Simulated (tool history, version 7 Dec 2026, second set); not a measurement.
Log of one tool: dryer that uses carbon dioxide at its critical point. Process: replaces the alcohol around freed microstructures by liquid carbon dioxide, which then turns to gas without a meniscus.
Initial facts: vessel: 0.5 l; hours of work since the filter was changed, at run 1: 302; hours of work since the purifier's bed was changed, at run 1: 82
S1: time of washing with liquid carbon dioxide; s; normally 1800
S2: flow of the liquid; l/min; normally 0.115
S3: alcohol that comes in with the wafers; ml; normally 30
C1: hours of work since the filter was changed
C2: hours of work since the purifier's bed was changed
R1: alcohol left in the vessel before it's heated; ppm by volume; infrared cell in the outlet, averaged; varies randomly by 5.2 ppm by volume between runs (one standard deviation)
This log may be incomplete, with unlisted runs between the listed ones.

run   hour    S1     S2  S3   C1   C2    R1
  1      0  1800  0.115  30  302   82   155
  2    4.8  1800  0.115  30  304   84   142
  3   11.9  1800  0.115  43  307   87   203
  4   16.5  1800  0.115  30  309   89   161
  5   24.5  1800  0.115  30  312   92   158
  6   32.8  1800  0.115  29  316   96   157
  7   38.9  2100  0.115  29  318   98    73
  8   47.9  2100  0.115  29  322  102    73
  9   57.1  1800  0.115  30  326  106   170
 10   65.8  1800  0.115  30  330  109   161
 11   75.5  1500  0.115  30  334  113   402
 12   80.2  1500  0.115  30  336  115   404
 13   89.4  1500  0.115  30  339  119   404
 14   94.1  1500  0.115  30  341  121   420
 15  101.2  1740  0.115  30  344  124   192
 16    106  1740  0.115  30  346  126   194
 17  113.8  1800  0.115  30  350  130   172
 18  122.7  1800  0.115  30  353  133   171
 19  132.3  1800  0.115  30  357  137   169
 20  137.7  1800  0.124  57  360  140   197
 21  146.9  1800  0.124  57  364  143   200
 22  151.5  2280  0.091  30  365  145   191
 23  157.6  1800  0.195  30  368  148    36
 24  163.5  1800  0.195  30  371  150    34
 25  168.1  1140  0.123  39  372  152  1342
 26  173.2  2820   0.11  80  375  154    44
 27  178.9  2220  0.116  80  377  157   112
 28  187.4  1860  0.084  27  381  160   678
 29  195.8  1860  0.084  27  384  164   668
 30  203.1  1320   0.08  34  387  167  3379
 31    210  1320   0.08  34  390  170  3443
 32  217.1  1320   0.08  34  393  173  3483
 33  227.6  1320   0.08  34  397  177  3489
 34  233.1  1320   0.08  34  400  180  3486
 35  242.9  1320   0.08  34  404  184  3501
 36  249.1  2700  0.161  37  406  186    38
 37  254.6  1620  0.115  31  409  189   324
 38  260.7  2460  0.106  90  411  191   138

Forecast each of these 4 alternatives for the next run:
  A  267.2  2460  0.125   90  414  194   ?
  B  267.2  1440  0.141  101  414  194   ?
  C  267.2  1200  0.111   72  414  194   ?
  D  267.2  2460  0.132   90  414  194   ?

run    R1
  A    69
  B   573
  C  3063
  D    62
Had the tool no hidden state, the same runs would have come out as:
run    R1
  A    20
  B   290
  C  2021
  D    18
